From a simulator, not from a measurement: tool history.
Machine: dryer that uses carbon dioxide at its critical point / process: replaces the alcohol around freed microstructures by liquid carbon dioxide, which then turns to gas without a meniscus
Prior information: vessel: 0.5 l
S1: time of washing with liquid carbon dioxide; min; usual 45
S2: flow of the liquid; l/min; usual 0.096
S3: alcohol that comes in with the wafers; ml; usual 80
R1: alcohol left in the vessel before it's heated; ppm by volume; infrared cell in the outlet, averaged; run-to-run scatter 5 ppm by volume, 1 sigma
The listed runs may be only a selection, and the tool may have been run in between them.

| run | day | S1 | S2 | S3 | R1 |
|---|---|---|---|---|---|
| 1 | 0 | 45 | 0.096 | 80 | 85 |
| 2 | 1.042 | 45 | 0.096 | 80 | 94 |
| 3 | 2.412 | 45 | 0.096 | 80 | 99 |
| 4 | 3.688 | 45 | 0.096 | 80 | 122 |
| 5 | 4.483 | 45 | 0.0812 | 80 | 294 |
| 6 | 5.546 | 45 | 0.0812 | 80 | 326 |
| 7 | 6.708 | 45 | 0.0812 | 80 | 352 |
| 8 | 7.812 | 45 | 0.096 | 80 | 174 |
| 9 | 9.125 | 45 | 0.096 | 80 | 176 |
| 10 | 10.512 | 45 | 0.1139 | 80 | 112 |
| 11 | 11.542 | 45 | 0.1139 | 80 | 102 |
| 12 | 12.9 | 45 | 0.1139 | 80 | 102 |
| 13 | 14.179 | 63 | 0.096 | 80 | 115 |
| 14 | 14.825 | 45 | 0.096 | 80 | 150 |
| 15 | 16.046 | 45 | 0.096 | 80 | 168 |
| 16 | 17.346 | 45 | 0.1314 | 80 | 130 |
| 17 | 18.521 | 45 | 0.096 | 80 | 189 |
| 18 | 19.646 | 45 | 0.096 | 80 | 205 |
| 19 | 20.788 | 45 | 0.096 | 80 | 218 |
| 20 | 22.071 | 45 | 0.096 | 80 | 230 |
| 21 | 23.475 | 45 | 0.096 | 80 | 250 |
| 22 | 24.65 | 45 | 0.096 | 80 | 266 |
| 23 | 25.533 | 45 | 0.096 | 80 | 293 |
| 24 | 26.258 | 45 | 0.096 | 80 | 284 |
| 25 | 27.217 | 43 | 0.1279 | 64 | 203 |
| 26 | 27.817 | 45 | 0.062 | 95 | 1994 |
| 27 | 28.842 | 56 | 0.096 | 27 | 193 |
| 28 | 29.596 | 56 | 0.096 | 27 | 202 |
| 29 | 30.496 | 56 | 0.0598 | 26 | 270 |
| 30 | 31.238 | 56 | 0.0598 | 26 | 294 |
| 31 | 32.142 | 65 | 0.1129 | 52 | 205 |
| 32 | 32.817 | 45 | 0.0689 | 86 | 716 |
| 33 | 33.792 | 45 | 0.0809 | 96 | 443 |
| 34 | 34.662 | 33 | 0.1204 | 22 | 37 |
| 35 | 36.142 | 42 | 0.1204 | 22 | 23 |
| 36 | 36.788 | 34 | 0.0776 | 64 | 1058 |
| 37 | 37.433 | 29 | 0.1405 | 67 | 126 |
| 38 | 38.379 | 29 | 0.1294 | 67 | 195 |
| 39 | 39.321 | 45 | 0.1449 | 80 | 46 |
| 40 | 40.062 | 58 | 0.096 | 80 | 45 |
| 41 | 41.442 | 52 | 0.096 | 89 | 84 |
| 42 | 42.175 | 52 | 0.096 | 89 | 85 |
| 43 | 42.975 | 52 | 0.096 | 89 | 82 |
| 44 | 43.671 | 42 | 0.0849 | 46 | 278 |
| 45 | 45.038 | 42 | 0.0849 | 46 | 317 |
| 46 | 46.55 | 42 | 0.0849 | 23 | 121 |
| 47 | 47.662 | 42 | 0.0849 | 23 | 120 |

Put back what was entered between runs (4 entries, withheld): which listed runs does each sit between, and how does the hidden state differ from the listed run before to the listed run after?
In the gap between runs 10 and 11: inlet filter changed (day 10.8)
  flow that reaches the vessel past the clogged filter, %: 83.9 -> 99.3; alcohol in the recycled carbon dioxide, ppm: 88.2 -> 94.3
  measured minus no-state result, R1: +108 -> +91 ppm by volume
In the gap between runs 26 and 27: inlet filter changed (day 28.354)
  flow that reaches the vessel past the clogged filter, %: 83.6 -> 99.2; alcohol in the recycled carbon dioxide, ppm: 190.3 -> 196.1
  measured minus no-state result, R1: +1267 -> +193 ppm by volume
In the gap between runs 33 and 34: purifier's bed changed (day 34.079)
  flow that reaches the vessel past the clogged filter, %: 94.5 -> 93.8; alcohol in the recycled carbon dioxide, ppm: 225.1 -> 9.3
  measured minus no-state result, R1: +290 -> +14 ppm by volume
In the gap between runs 45 and 46: inlet filter changed (day 46.033)
  flow that reaches the vessel past the clogged filter, %: 84.1 -> 99.1; alcohol in the recycled carbon dioxide, ppm: 68.1 -> 76.7
  measured minus no-state result, R1: +228 -> +74 ppm by volume

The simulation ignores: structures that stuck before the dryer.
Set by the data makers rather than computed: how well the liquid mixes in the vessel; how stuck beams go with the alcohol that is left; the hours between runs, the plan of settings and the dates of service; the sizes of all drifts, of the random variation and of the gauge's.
